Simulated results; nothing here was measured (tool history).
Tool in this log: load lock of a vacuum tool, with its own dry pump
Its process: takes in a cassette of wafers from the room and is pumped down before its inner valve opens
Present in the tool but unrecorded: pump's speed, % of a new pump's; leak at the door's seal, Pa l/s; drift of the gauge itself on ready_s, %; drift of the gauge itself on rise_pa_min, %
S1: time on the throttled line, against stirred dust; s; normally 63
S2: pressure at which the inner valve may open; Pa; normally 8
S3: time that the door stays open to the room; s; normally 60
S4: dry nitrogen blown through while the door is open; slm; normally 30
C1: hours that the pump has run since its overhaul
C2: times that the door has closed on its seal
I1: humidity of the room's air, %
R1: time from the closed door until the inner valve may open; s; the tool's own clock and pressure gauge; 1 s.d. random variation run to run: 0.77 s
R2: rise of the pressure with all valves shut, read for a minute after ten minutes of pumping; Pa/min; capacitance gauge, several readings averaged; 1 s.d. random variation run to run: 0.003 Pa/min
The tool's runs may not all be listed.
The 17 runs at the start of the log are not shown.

Run 18, hour 1644.1: usual settings; C1 8196; C2 13556; I1 41.7. Result: R1 118.3 s, R2 0.009 Pa/min.
Run 19, hour 1739.5: usual settings; C1 8291; C2 13745; I1 45.2. Result: R1 119.5 s, R2 0.004 Pa/min.
Run 20, hour 1809.9: usual settings but S1 41 s, S2 13 Pa, S3 105 s, S4 22 slm; C1 8361; C2 13884; I1 46.7. Result: R1 96.5 s, R2 0.015 Pa/min.
Run 21, hour 1950.5: usual settings but S1 41 s, S2 13 Pa, S3 105 s, S4 22 slm; C1 8502; C2 14162; I1 45.6. Result: R1 97.6 s, R2 0.017 Pa/min.
Run 22, hour 2092.7: usual settings but S1 41 s, S2 13 Pa, S3 105 s, S4 22 slm; C1 8644; C2 14444; I1 44.2. Result: R1 96.4 s, R2 0.015 Pa/min.
Run 23, hour 2199.7: usual settings but S1 41 s, S2 13 Pa, S3 91 s, S4 22 slm; C1 8751; C2 14655; I1 47.9. Result: R1 97.9 s, R2 0.009 Pa/min.
Run 24, hour 2267.7: usual settings but S1 41 s, S2 13 Pa, S3 91 s, S4 22 slm; C1 8819; C2 14790; I1 43.8. Result: R1 97.2 s, R2 0.017 Pa/min.
Run 25, hour 2352.9: usual settings but S1 60 s, S4 4 slm; C1 8904; C2 14959; I1 44.7. Result: R1 115.3 s, R2 0.024 Pa/min.
Run 26, hour 2466.7: usual settings but S1 42 s; C1 9018; C2 15184; I1 43. Result: R1 100.8 s, R2 0.009 Pa/min.
Run 27, hour 2568.7: usual settings but S1 79 s, S3 220 s, S4 12 slm; C1 9120; C2 15386; I1 44.5. Result: R1 130.2 s, R2 0.033 Pa/min.
Run 28, hour 2637.6: usual settings but S1 79 s, S3 220 s, S4 12 slm; C1 9189; C2 15522; I1 42.3. Result: R1 131.9 s, R2 0.026 Pa/min.
Run 29, hour 2720.2: usual settings but S1 102 s, S2 12 Pa, S3 126 s, S4 12 slm; C1 9272; C2 15686; I1 46.6. Result: R1 147.8 s, R2 0.027 Pa/min.
Run 30, hour 2795.6: usual settings but S1 102 s, S2 12 Pa, S3 126 s, S4 12 slm; C1 9347; C2 15835; I1 44.8. Result: R1 146 s, R2 0.026 Pa/min.
Run 31, hour 2907.3: usual settings but S1 102 s, S2 12 Pa, S3 126 s, S4 12 slm; C1 9459; C2 16056; I1 40.7. Result: R1 147.2 s, R2 0.024 Pa/min.
Run 32, hour 3040.4: usual settings but S1 40 s, S2 12 Pa, S3 126 s, S4 12 slm; C1 9592; C2 16319; I1 47.1. Result: R1 95.9 s, R2 0.026 Pa/min.
Run 33, hour 3173: usual settings but S1 40 s, S2 12 Pa, S3 126 s, S4 12 slm; C1 9724; C2 16582; I1 47.4. Result: R1 96.9 s, R2 0.032 Pa/min.
Run 34, hour 3275.3: usual settings but S1 88 s, S3 59 s, S4 10 slm; C1 9827; C2 16785; I1 45.5. Result: R1 140.8 s, R2 0.018 Pa/min.
Run 35, hour 3412.1: usual settings but S1 88 s, S3 59 s, S4 10 slm; C1 9963; C2 17055; I1 45.4. Result: R1 139 s, R2 0.027 Pa/min.
Run 36, hour 3551: usual settings but S1 88 s, S3 59 s, S4 10 slm; C1 10102; C2 17330; I1 44.6. Result: R1 139.3 s, R2 0.023 Pa/min.

Run 37 comes next. What will it give?
Run 37, hour 3688.2: usual settings but S1 80 s, S2 15 Pa; C1 10240; C2 17602; I1 43.4. Result: R1 ?, R2 ?.

{"run 37": {"R1": 127.7, "R2": 0.004}}
On a tool with no hidden condition, and with the same random variation, this run would have come out at R1 127.7 s, R2 0.003 Pa/min.
